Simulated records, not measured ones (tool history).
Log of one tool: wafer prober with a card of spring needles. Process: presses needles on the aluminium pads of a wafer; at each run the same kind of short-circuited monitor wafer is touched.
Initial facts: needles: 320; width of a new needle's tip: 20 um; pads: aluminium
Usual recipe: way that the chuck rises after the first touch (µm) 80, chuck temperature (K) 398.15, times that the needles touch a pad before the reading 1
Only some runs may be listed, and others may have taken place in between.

run   hour  way that the chuck rises after the first touch (µm)  chuck temperature (K)  times that the needles touch a pad before the reading  resistance of one needle with its contact and lead (mohm)  way that a needle slides on the pad (µm)
  1      0                                                   80                 398.15                                                      1                                                        244                                    15.775
      11.5  -- tips cleaned on abrasive film
  2   14.1                                                   91                 398.15                                                      1                                                        245                                    17.926
  3   26.3                                                   91                 398.15                                                      1                                                        242                                     17.93
      40.3  -- tips cleaned on abrasive film
  4   44.9                                                   91                 398.15                                                      1                                                        241                                     17.94
        52  -- height of the first contact set anew
      69.6  -- tips cleaned on abrasive film
  5   70.9                                                   91                 398.15                                                      1                                                        237                                    17.951
  6   90.7                                                   91                 398.15                                                      1                                                        241                                    17.957
      98.2  -- tips cleaned on abrasive film
  7  116.9                                                   91                 398.15                                                      1                                                        240                                    17.941
     126.9  -- tips cleaned on abrasive film
  8    133                                                   80                 398.15                                                      1                                                        249                                    15.765
  9  149.9                                                   80                 398.15                                                      1                                                        243                                    15.764
     155.2  -- tips cleaned on abrasive film
 10  177.8                                                   80                 398.15                                                      1                                                        245                                    15.773
     184.4  -- tips cleaned on abrasive film
 11  192.2                                                   80                 398.15                                                      1                                                        243                                    15.768
 12  206.4                                                   80                 396.15                                                      1                                                        243                                    15.766
     213.6  -- tips cleaned on abrasive film
 13  224.1                                                   80                 396.15                                                      1                                                        246                                    15.788
     241.5  -- tips cleaned on abrasive film
 14  251.7                                                   80                 396.15                                                      1                                                        243                                    15.758
     269.2  -- tips cleaned on abrasive film
 15  271.6                                                   86                 383.15                                                      1                                                        240                                    16.949
 16    290                                                   81                 316.15                                                      1                                                        227                                    15.961
     296.8  -- tips cleaned on abrasive film
 17  306.4                                                   94                 368.15                                                      1                                                        235                                    18.544
 18  318.4                                                   94                 368.15                                                      1                                                        239                                    18.538
     325.5  -- tips cleaned on abrasive film
 19  334.8                                                   94                 368.15                                                      1                                                        238                                    18.521
     354.4  -- tips cleaned on abrasive film
 20  359.6                                                   94                 368.15                                                      1                                                        236                                    18.545
       382  -- tips cleaned on abrasive film
 21  385.8                                                   71                 317.15                                                      2                                                        227                                    13.992
 22  398.5                                                   71                 317.15                                                      2                                                        225                                    14.001
     411.5  -- tips cleaned on abrasive film
 23  419.9                                                   61                 382.15                                                      2                                                        249                                    12.019
       440  -- tips cleaned on abrasive film
 24  442.6                                                   80                 386.15                                                      1                                                        240                                     15.79
     468.2  -- tips cleaned on abrasive film
 25    472                                                   61                 305.15                                                      2                                                        224                                    12.033
     476.4  -- height of the first contact set anew
       496  -- tips cleaned on abrasive film
 26    497                                                   61                 305.15                                                      2                                                        227                                     12.02

Here are 5 independent what-if runs from the current tool condition. What would each one return?
  A   511                                                   88                 398.15                                                      3                                                          ?                                         ?
  B   511                                                   67                 305.15                                                      2                                                          ?                                         ?
  C   511                                                   94                 314.15                                                      2                                                          ?                                         ?
  D   511                                                   60                 304.15                                                      2                                                          ?                                         ?
  E   511                                                   68                 310.15                                                      3                                                          ?                                         ?

run  resistance of one needle with its contact and lead (mohm)  way that a needle slides on the pad (µm)
  A                                                        245                                    17.342
  B                                                        224                                    13.205
  C                                                        220                                     18.53
  D                                                        226                                     11.82
  E                                                        228                                    13.401
Without the tool's hidden state the same runs would have given:
run  resistance of one needle with its contact and lead (mohm)  way that a needle slides on the pad (µm)
  A                                                        245                                    17.342
  B                                                        224                                    13.205
  C                                                        220                                     18.53
  D                                                        226                                     11.82
  E                                                        228                                    13.401
